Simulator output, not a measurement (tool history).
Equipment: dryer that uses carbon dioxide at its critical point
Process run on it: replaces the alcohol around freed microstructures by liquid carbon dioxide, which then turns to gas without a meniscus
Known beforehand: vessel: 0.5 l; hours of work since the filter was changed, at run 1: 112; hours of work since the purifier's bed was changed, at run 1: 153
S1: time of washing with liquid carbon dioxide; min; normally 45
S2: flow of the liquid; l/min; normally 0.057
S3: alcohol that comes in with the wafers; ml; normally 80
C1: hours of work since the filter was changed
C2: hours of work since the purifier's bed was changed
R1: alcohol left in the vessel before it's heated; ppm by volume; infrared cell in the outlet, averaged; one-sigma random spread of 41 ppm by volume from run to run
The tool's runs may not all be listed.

{"run": 1, "hour": 0.0, "S1": 45, "S2": 0.057, "S3": 80, "C1": 112, "C2": 153, "R1": 2987}
{"run": 2, "hour": 16.0, "S1": 32, "S2": 0.057, "S3": 80, "C1": 125, "C2": 165, "R1": 9464}
{"run": 3, "hour": 40.0, "S1": 32, "S2": 0.057, "S3": 80, "C1": 143, "C2": 184, "R1": 9778}
{"run": 4, "hour": 69.0, "S1": 32, "S2": 0.057, "S3": 80, "C1": 166, "C2": 207, "R1": 9743}
{"run": 5, "hour": 98.6, "S1": 45, "S2": 0.057, "S3": 80, "C1": 189, "C2": 230, "R1": 3257}
{"run": 6, "hour": 118.6, "S1": 45, "S2": 0.057, "S3": 80, "C1": 205, "C2": 245, "R1": 3216}
{"run": 7, "hour": 136.1, "S1": 45, "S2": 0.0631, "S3": 80, "C1": 218, "C2": 259, "R1": 2057}
{"run": 8, "hour": 162.2, "S1": 45, "S2": 0.057, "S3": 80, "C1": 239, "C2": 279, "R1": 3404}
{"run": 9, "hour": 182.2, "S1": 45, "S2": 0.057, "S3": 80, "C1": 254, "C2": 295, "R1": 3355}
{"run": 10, "hour": 211.7, "S1": 45, "S2": 0.057, "S3": 80, "C1": 277, "C2": 318, "R1": 3412}
{"run": 11, "hour": 238.8, "S1": 45, "S2": 0.057, "S3": 80, "C1": 299, "C2": 339, "R1": 3407}
{"run": 12, "hour": 265.8, "S1": 45, "S2": 0.057, "S3": 80, "C1": 320, "C2": 360, "R1": 3510}
{"run": 13, "hour": 278.5, "S1": 45, "S2": 0.057, "S3": 80, "C1": 330, "C2": 370, "R1": 3622}
{"run": 14, "hour": 295.0, "S1": 45, "S2": 0.0826, "S3": 80, "C1": 342, "C2": 383, "R1": 577}
{"run": 15, "hour": 315.2, "S1": 45, "S2": 0.0826, "S3": 80, "C1": 358, "C2": 399, "R1": 598}
{"run": 16, "hour": 343.8, "S1": 45, "S2": 0.0826, "S3": 80, "C1": 381, "C2": 421, "R1": 602}
{"run": 17, "hour": 359.8, "S1": 45, "S2": 0.0826, "S3": 80, "C1": 393, "C2": 434, "R1": 619}
{"run": 18, "hour": 373.3, "S1": 45, "S2": 0.0826, "S3": 80, "C1": 404, "C2": 444, "R1": 627}
{"run": 19, "hour": 390.9, "S1": 45, "S2": 0.0826, "S3": 80, "C1": 417, "C2": 458, "R1": 648}
{"run": 20, "hour": 408.5, "S1": 45, "S2": 0.0826, "S3": 80, "C1": 431, "C2": 472, "R1": 659}
{"run": 21, "hour": 438.3, "S1": 45, "S2": 0.0826, "S3": 80, "C1": 454, "C2": 495, "R1": 673}
{"run": 22, "hour": 467.7, "S1": 45, "S2": 0.0826, "S3": 80, "C1": 477, "C2": 518, "R1": 678}
{"run": 23, "hour": 483.8, "S1": 45, "S2": 0.057, "S3": 80, "C1": 490, "C2": 531, "R1": 3940}
{"run": 24, "hour": 505.5, "S1": 45, "S2": 0.057, "S3": 80, "C1": 507, "C2": 547, "R1": 4117}
{"run": 25, "hour": 526.5, "S1": 41, "S2": 0.057, "S3": 79, "C1": 523, "C2": 564, "R1": 5506}
{"run": 26, "hour": 541.6, "S1": 45, "S2": 0.0593, "S3": 43, "C1": 535, "C2": 576, "R1": 1946}
{"run": 27, "hour": 565.0, "S1": 36, "S2": 0.057, "S3": 80, "C1": 553, "C2": 594, "R1": 8642}
{"hour": 586.9, "done": "inlet filter changed"}
{"run": 28, "hour": 591.3, "S1": 70, "S2": 0.0473, "S3": 113, "C1": 3, "C2": 614, "R1": 1398}
{"run": 29, "hour": 604.2, "S1": 45, "S2": 0.0341, "S3": 47, "C1": 13, "C2": 624, "R1": 9456}
{"run": 30, "hour": 629.8, "S1": 45, "S2": 0.0341, "S3": 98, "C1": 33, "C2": 644, "R1": 19137}
{"run": 31, "hour": 644.9, "S1": 57, "S2": 0.0746, "S3": 80, "C1": 45, "C2": 655, "R1": 261}
{"run": 32, "hour": 669.5, "S1": 40, "S2": 0.0349, "S3": 25, "C1": 64, "C2": 675, "R1": 6301}
{"run": 33, "hour": 695.8, "S1": 40, "S2": 0.0349, "S3": 25, "C1": 85, "C2": 695, "R1": 6136}
{"run": 34, "hour": 715.0, "S1": 45, "S2": 0.057, "S3": 30, "C1": 100, "C2": 710, "R1": 1191}
{"run": 35, "hour": 730.4, "S1": 68, "S2": 0.0826, "S3": 21, "C1": 112, "C2": 722, "R1": 97}
{"run": 36, "hour": 747.8, "S1": 68, "S2": 0.0826, "S3": 21, "C1": 126, "C2": 736, "R1": 106}
{"run": 37, "hour": 761.1, "S1": 59, "S2": 0.0522, "S3": 52, "C1": 136, "C2": 746, "R1": 979}
{"run": 38, "hour": 789.0, "S1": 67, "S2": 0.0341, "S3": 118, "C1": 158, "C2": 768, "R1": 8161}
{"run": 39, "hour": 816.9, "S1": 35, "S2": 0.0421, "S3": 80, "C1": 180, "C2": 790, "R1": 17743}
{"run": 40, "hour": 844.9, "S1": 35, "S2": 0.0421, "S3": 80, "C1": 201, "C2": 812, "R1": 17402}
{"run": 41, "hour": 869.4, "S1": 28, "S2": 0.0427, "S3": 80, "C1": 220, "C2": 831, "R1": 27063}
{"run": 42, "hour": 883.8, "S1": 55, "S2": 0.0427, "S3": 80, "C1": 232, "C2": 842, "R1": 5071}
{"run": 43, "hour": 896.6, "S1": 72, "S2": 0.0427, "S3": 80, "C1": 242, "C2": 852, "R1": 1787}
{"run": 44, "hour": 925.3, "S1": 72, "S2": 0.0427, "S3": 80, "C1": 264, "C2": 874, "R1": 1827}
{"run": 45, "hour": 949.2, "S1": 32, "S2": 0.0378, "S3": 39, "C1": 283, "C2": 893, "R1": 13560}
{"run": 46, "hour": 966.7, "S1": 51, "S2": 0.0671, "S3": 36, "C1": 296, "C2": 907, "R1": 506}
{"run": 47, "hour": 982.2, "S1": 39, "S2": 0.0671, "S3": 105, "C1": 309, "C2": 919, "R1": 4107}

4 ways to go on from here, each from the tool as it stands after run 47. What would each give?
{"run": "A", "hour": 1002.4, "S1": 58, "S2": 0.065, "S3": 80, "C1": 324, "C2": 935, "R1": "?"}
{"run": "B", "hour": 1002.4, "S1": 70, "S2": 0.0845, "S3": 28, "C1": 324, "C2": 935, "R1": "?"}
{"run": "C", "hour": 1002.4, "S1": 45, "S2": 0.057, "S3": 61, "C1": 324, "C2": 935, "R1": "?"}
{"run": "D", "hour": 1002.4, "S1": 29, "S2": 0.0671, "S3": 54, "C1": 324, "C2": 935, "R1": "?"}

run=A R1=635
run=B R1=119
run=C R1=2740
run=D R1=5776
Without the tool's hidden state the same runs would have given:
run=A R1=366
run=B R1=3
run=C R1=2067
run=D R1=4712
